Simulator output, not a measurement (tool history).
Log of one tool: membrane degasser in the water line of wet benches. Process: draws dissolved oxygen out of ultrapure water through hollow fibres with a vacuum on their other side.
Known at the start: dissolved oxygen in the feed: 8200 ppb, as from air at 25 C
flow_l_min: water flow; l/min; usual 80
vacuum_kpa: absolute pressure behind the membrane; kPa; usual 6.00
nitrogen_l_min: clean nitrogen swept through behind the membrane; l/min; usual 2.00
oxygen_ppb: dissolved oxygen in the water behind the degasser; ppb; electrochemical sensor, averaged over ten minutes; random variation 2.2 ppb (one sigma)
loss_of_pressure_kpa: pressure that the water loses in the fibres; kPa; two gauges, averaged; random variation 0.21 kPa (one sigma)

run     day  flow_l_min  vacuum_kpa  nitrogen_l_min  oxygen_ppb  loss_of_pressure_kpa
  1   0.000          80        6.00            2.00       233.5                 50.43
  2   2.875          80        6.00            2.00       232.3                 50.39
  3   5.154          80        7.13            2.00       316.4                 50.67
  4   7.688          80        6.00            2.00       230.4                 50.48
  5   8.929          80        4.04            2.00        78.4                 50.62
  6  11.517          80        4.04            2.00        77.1                 50.36
  7  13.967          80        4.04            2.00        78.5                 50.67
  8  16.404          80        4.04            2.00        76.5                 50.17
  9  18.583          80        4.04            2.00        77.8                 50.71
 10  21.554          80        6.00            3.88       136.3                 50.67
 11  23.450          65        6.46            2.00       222.4                 41.18
 12  26.012          77        4.68            4.16        69.0                 48.69
 13  27.800          79        5.56            5.30        90.5                 49.76
 14  29.088          79        5.56            5.30        89.6                 50.19
 15  31.717         127        7.23            2.00       533.9                 80.32
 16  33.100          89        4.89            2.00       168.5                 56.28
 17  36.017          89        4.89            2.00       168.6                 56.85

Forecast each of these 3 alternatives for the next run:
  A  38.462          67        6.00            1.19           ?                     ?
  B  38.462          89        4.89            4.38           ?                     ?
  C  38.462          89        7.90            2.00           ?                     ?

run  oxygen_ppb  loss_of_pressure_kpa
  A       286.2                 42.54
  B        95.7                 56.13
  C       411.5                 56.30
Without the tool's hidden state the same runs would have given:
run  oxygen_ppb  loss_of_pressure_kpa
  A       286.2                 42.53
  B        95.7                 56.12
  C       411.5                 56.29

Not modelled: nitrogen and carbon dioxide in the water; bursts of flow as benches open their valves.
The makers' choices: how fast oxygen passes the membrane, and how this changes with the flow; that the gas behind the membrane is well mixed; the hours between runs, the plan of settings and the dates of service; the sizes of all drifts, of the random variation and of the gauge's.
